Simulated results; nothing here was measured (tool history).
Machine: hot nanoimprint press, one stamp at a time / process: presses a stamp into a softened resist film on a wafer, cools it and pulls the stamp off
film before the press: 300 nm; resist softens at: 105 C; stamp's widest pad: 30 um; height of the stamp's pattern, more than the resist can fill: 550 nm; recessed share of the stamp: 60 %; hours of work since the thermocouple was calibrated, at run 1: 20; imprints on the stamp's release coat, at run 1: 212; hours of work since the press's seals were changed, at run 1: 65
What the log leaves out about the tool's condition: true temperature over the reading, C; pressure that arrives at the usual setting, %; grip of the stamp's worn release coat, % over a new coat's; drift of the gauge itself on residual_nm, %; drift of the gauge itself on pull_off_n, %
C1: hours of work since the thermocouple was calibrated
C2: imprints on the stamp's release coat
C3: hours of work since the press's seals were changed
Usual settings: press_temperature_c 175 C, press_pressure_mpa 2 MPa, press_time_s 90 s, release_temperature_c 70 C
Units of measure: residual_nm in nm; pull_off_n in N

Run 1, day 0: usual settings; C1 20; C2 212; C3 65. Result: residual_nm 127.8 nm, pull_off_n 217 N.
Run 2, day 3.342: usual settings; C1 56; C2 330; C3 101. Result: residual_nm 126.7 nm, pull_off_n 228 N.
Run 3, day 7.421: usual settings; C1 100; C2 474; C3 145. Result: residual_nm 128.5 nm, pull_off_n 245 N.
Run 4, day 11.283: usual settings; C1 142; C2 611; C3 187. Result: residual_nm 128.3 nm, pull_off_n 246 N.
Run 5, day 14.75: usual settings; C1 180; C2 733; C3 225. Result: residual_nm 129.9 nm, pull_off_n 255 N.
Run 6, day 18.075: usual settings; C1 216; C2 850; C3 261. Result: residual_nm 130.2 nm, pull_off_n 280 N.
Run 7, day 19.996: usual settings; C1 237; C2 918; C3 282. Result: residual_nm 132.3 nm, pull_off_n 265 N.
At day 23.404: stamp cleaned and given a new release coat.
Run 8, day 23.404: usual settings; C1 271; C2 0; C3 316. Result: residual_nm 132.3 nm, pull_off_n 222 N.
Run 9, day 25.183: usual settings; C1 290; C2 63; C3 335. Result: residual_nm 133 nm, pull_off_n 219 N.
Run 10, day 28.929: usual settings but press_temperature_c 187 C; C1 331; C2 196; C3 375. Result: residual_nm 88.7 nm, pull_off_n 237 N.
Run 11, day 31.042: usual settings but press_temperature_c 187 C; C1 353; C2 270; C3 398. Result: residual_nm 89.2 nm, pull_off_n 238 N.
Run 12, day 33.154: usual settings but press_temperature_c 180 C; C1 376; C2 345; C3 421. Result: residual_nm 113.6 nm, pull_off_n 238 N.
Run 13, day 36.392: usual settings but press_temperature_c 180 C; C1 411; C2 459; C3 456. Result: residual_nm 113.1 nm, pull_off_n 247 N.
Run 14, day 39.162: usual settings but press_temperature_c 180 C, release_temperature_c 68 C; C1 441; C2 557; C3 486. Result: residual_nm 112.7 nm, pull_off_n 272 N.
Run 15, day 42.592: usual settings but press_pressure_mpa 2.35 MPa; C1 478; C2 678; C3 523. Result: residual_nm 127.8 nm, pull_off_n 266 N.
Run 16, day 46.346: usual settings but press_time_s 139 s; C1 519; C2 810; C3 564. Result: residual_nm 119.3 nm, pull_off_n 286 N.
At day 46.871: plate thermocouple calibrated.
Run 17, day 48.225: usual settings but press_time_s 139 s; C1 15; C2 872; C3 583. Result: residual_nm 109.3 nm, pull_off_n 263 N.
Run 18, day 52.462: usual settings but press_temperature_c 171 C, press_pressure_mpa 2.29 MPa, release_temperature_c 56 C; C1 60; C2 1022; C3 629. Result: residual_nm 138 nm, pull_off_n 382 N.
At day 53.058: stamp cleaned and given a new release coat.
Run 19, day 55.188: usual settings but press_temperature_c 171 C, press_pressure_mpa 2.29 MPa, release_temperature_c 56 C; C1 87; C2 75; C3 656. Result: residual_nm 141.3 nm, pull_off_n 312 N.
Run 20, day 57.642: usual settings but press_temperature_c 171 C, press_pressure_mpa 1.26 MPa, press_time_s 69 s, release_temperature_c 68 C; C1 114; C2 162; C3 682. Result: residual_nm 199.8 nm, pull_off_n 236 N.
Run 21, day 60.733: usual settings but press_temperature_c 165 C, press_pressure_mpa 1.72 MPa; C1 147; C2 271; C3 716. Result: residual_nm 195.8 nm, pull_off_n 227 N.
Run 22, day 63.65: usual settings but press_time_s 139 s; C1 179; C2 374; C3 747. Result: residual_nm 112.3 nm, pull_off_n 247 N.
Run 23, day 66.946: usual settings but press_pressure_mpa 1.73 MPa, press_time_s 79 s; C1 215; C2 490; C3 783. Result: residual_nm 151.8 nm, pull_off_n 248 N.
Run 24, day 69.071: usual settings but press_time_s 123 s; C1 238; C2 565; C3 806. Result: residual_nm 119.3 nm, pull_off_n 245 N.
Run 25, day 72.962: usual settings but press_time_s 123 s, release_temperature_c 64 C; C1 280; C2 702; C3 848. Result: residual_nm 119 nm, pull_off_n 311 N.
Run 26, day 76.425: usual settings but press_pressure_mpa 1.71 MPa; C1 317; C2 825; C3 885. Result: residual_nm 146.3 nm, pull_off_n 275 N.
Run 27, day 79.612: usual settings but press_temperature_c 183 C; C1 352; C2 937; C3 920. Result: residual_nm 104.5 nm, pull_off_n 277 N.
At day 82.488: stamp cleaned and given a new release coat.
Run 28, day 83.567: usual settings but press_pressure_mpa 1.32 MPa, press_time_s 64 s; C1 392; C2 38; C3 960. Result: residual_nm 183.1 nm, pull_off_n 220 N.
Run 29, day 86.246: usual settings but press_temperature_c 184 C, press_pressure_mpa 2.75 MPa, press_time_s 46 s, release_temperature_c 63 C; C1 421; C2 133; C3 989. Result: residual_nm 110.1 nm, pull_off_n 275 N.

Pick out some run-to-run changes in residual_nm. Of each, how much would a tool without hidden state show as well, from the settings, what came in and chance, and how much is left for the hidden state and any gauge scatter not in both results compared?
Run 16 -> 17: plate thermocouple calibrated. residual_nm -10 nm: hidden state -9.9, all else -0.1.
Run 21 -> 22: press_temperature_c 165 -> 175, press_pressure_mpa 1.72 -> 2, press_time_s 90 -> 139. residual_nm -83.5 nm: hidden state -1.1, all else -82.4.
Run 27 -> 28: press_temperature_c 183 -> 175, press_pressure_mpa 2 -> 1.32, press_time_s 90 -> 64, stamp cleaned and given a new release coat. residual_nm +78.6 nm: hidden state +4, all else +74.6.

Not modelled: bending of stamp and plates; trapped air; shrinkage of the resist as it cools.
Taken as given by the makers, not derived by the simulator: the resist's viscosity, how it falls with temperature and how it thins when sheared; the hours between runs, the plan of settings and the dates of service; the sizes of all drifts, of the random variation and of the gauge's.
